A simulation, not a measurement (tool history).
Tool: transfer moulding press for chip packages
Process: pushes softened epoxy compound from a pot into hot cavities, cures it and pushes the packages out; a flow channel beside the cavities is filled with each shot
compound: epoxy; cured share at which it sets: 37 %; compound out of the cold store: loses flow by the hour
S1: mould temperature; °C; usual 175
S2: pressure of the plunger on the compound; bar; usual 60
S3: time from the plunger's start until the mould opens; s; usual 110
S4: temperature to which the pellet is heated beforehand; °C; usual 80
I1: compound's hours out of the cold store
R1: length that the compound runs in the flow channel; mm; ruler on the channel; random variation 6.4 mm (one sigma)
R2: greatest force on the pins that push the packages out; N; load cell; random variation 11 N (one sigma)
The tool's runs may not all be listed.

| run | hour | S1 | S2 | S3 | S4 | I1 | R1 | R2 |
|---|---|---|---|---|---|---|---|---|
| 1 | 0 | 175 | 60 | 110 | 80 | 38.1 | 657 | 502 |
| 2 | 25.2 | 175 | 60 | 110 | 80 | 18.8 | 691 | 613 |
| 3 | 44.3 | 175 | 60 | 110 | 80 | 27.1 | 670 | 671 |
| 4 | 60.8 | 175 | 60 | 110 | 80 | 32.9 | 658 | 686 |
|  | 77.2 | cavities cleaned with cleaning compound and waxed |
| 5 | 77.2 | 175 | 60 | 98 | 80 | 42.3 | 639 | 539 |
| 6 | 100.8 | 175 | 60 | 98 | 80 | 45.7 | 635 | 679 |
| 7 | 126.1 | 176 | 60 | 98 | 80 | 34.9 | 646 | 772 |
| 8 | 143.1 | 176 | 60 | 98 | 80 | 46.3 | 629 | 831 |
| 9 | 157.6 | 176 | 60 | 98 | 78 | 16.8 | 665 | 873 |
|  | 160.4 | cavities cleaned with cleaning compound and waxed |
| 10 | 176.9 | 175 | 50.6 | 110 | 80 | 37 | 582 | 538 |
| 11 | 192.9 | 171 | 50.6 | 110 | 80 | 34 | 591 | 780 |
| 12 | 219.2 | 171 | 50.6 | 110 | 80 | 37.1 | 593 | 856 |
|  | 243.7 | cavities cleaned with cleaning compound and waxed |
| 13 | 244.4 | 171 | 50.6 | 110 | 80 | 14.8 | 619 | 578 |
|  | 248.4 | mould's thermocouples calibrated |
| 14 | 268.9 | 172 | 50.6 | 110 | 80 | 17.1 | 624 | 802 |
| 15 | 279.8 | 174 | 59.3 | 97 | 72 | 9.2 | 675 | 977 |
| 16 | 307 | 167 | 75 | 99 | 72 | 16.6 | 764 | 1846 |
|  | 328.8 | cavities cleaned with cleaning compound and waxed |
| 17 | 333.1 | 167 | 75 | 99 | 72 | 35.2 | 713 | 1182 |
| 18 | 349.2 | 175 | 52.2 | 110 | 76 | 8.8 | 617 | 603 |
| 19 | 366.6 | 172 | 61.3 | 113 | 88 | 44.8 | 627 | 736 |
| 20 | 384.6 | 175 | 57.7 | 110 | 80 | 9.2 | 643 | 762 |
| 21 | 408.4 | 175 | 57.7 | 110 | 80 | 12.1 | 647 | 812 |
|  | 414 | cavities cleaned with cleaning compound and waxed |
| 22 | 425.2 | 175 | 56.9 | 107 | 80 | 44 | 584 | 557 |
| 23 | 448.5 | 182 | 56.2 | 99 | 85 | 45.7 | 552 | 572 |
| 24 | 465.2 | 182 | 56.2 | 99 | 85 | 38 | 577 | 598 |
| 25 | 477.5 | 182 | 56.2 | 99 | 85 | 9.4 | 600 | 645 |
|  | 498.2 | cavities cleaned with cleaning compound and waxed |
| 26 | 502.8 | 182 | 56.2 | 99 | 85 | 43.2 | 565 | 425 |
| 27 | 526.5 | 182 | 56.2 | 91 | 85 | 13.4 | 599 | 588 |
|  | 543.4 | plunger's sealing rings changed |
| 28 | 543.4 | 168 | 60 | 95 | 80 | 12.8 | 733 | 1603 |

Forecast each of these 3 alternatives for the next run:
| A | 555.5 | 170 | 60 | 95 | 80 | 18.2 | ? | ? |
| B | 555.5 | 176 | 47.4 | 116 | 80 | 9.1 | ? | ? |
| C | 555.5 | 168 | 45.8 | 95 | 80 | 17.6 | ? | ? |

| run | R1 | R2 |
|---|---|---|
| A | 723 | 1435 |
| B | 629 | 641 |
| C | 641 | 1676 |
Without the tool's hidden state the same runs would have given:
| run | R1 | R2 |
|---|---|---|
| A | 729 | 962 |
| B | 634 | 421 |
| C | 646 | 1115 |

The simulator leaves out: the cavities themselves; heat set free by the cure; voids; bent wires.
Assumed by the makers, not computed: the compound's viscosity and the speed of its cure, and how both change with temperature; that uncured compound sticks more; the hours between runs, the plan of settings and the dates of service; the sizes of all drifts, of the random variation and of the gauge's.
